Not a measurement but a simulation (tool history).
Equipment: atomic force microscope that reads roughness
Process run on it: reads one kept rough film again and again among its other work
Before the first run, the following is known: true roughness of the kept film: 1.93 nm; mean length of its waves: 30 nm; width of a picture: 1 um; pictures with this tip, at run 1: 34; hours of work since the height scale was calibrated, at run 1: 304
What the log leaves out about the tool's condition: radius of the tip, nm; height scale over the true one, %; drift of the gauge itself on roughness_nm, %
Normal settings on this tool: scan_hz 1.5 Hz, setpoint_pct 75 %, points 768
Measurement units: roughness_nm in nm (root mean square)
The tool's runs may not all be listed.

run	hour	scan_hz	setpoint_pct	points	pictures with this tip	hours of work since the height scale was calibrated	roughness_nm
1	0	1.5	75	768	34	304	1.72
2	30	1.5	75	768	61	318	1.697
3	49.6	1.5	75	768	79	327	1.657
4	85.2	1.5	75	568	110	343	1.641
# hour 89.3: height scale calibrated on a step standard
5	103.8	1.5	75	568	126	6	1.61
6	124.8	1.5	75	568	145	16	1.587
# hour 148.9: new tip fitted
7	165.8	1.5	75	568	15	34	1.731
8	208.6	1.26	55	506	53	53	1.732
9	233.2	1.26	55	506	75	64	1.702
10	275.8	0.78	85	506	113	83	1.61

Forecast each of these 3 alternatives for the next run:
# hour 296.2: height scale calibrated on a step standard, once more
A	308.1	0.78	64	506	141	5	?
# hour 296.2: height scale calibrated on a step standard, once more
B	308.1	3.59	59	768	141	5	?
# hour 296.2: height scale calibrated on a step standard, once more
C	308.1	0.78	85	424	141	5	?

run	roughness_nm
A	1.628
B	1.585
C	1.599
Had the tool no hidden state, the same runs would have come out as:
run	roughness_nm
A	1.8
B	1.753
C	1.768
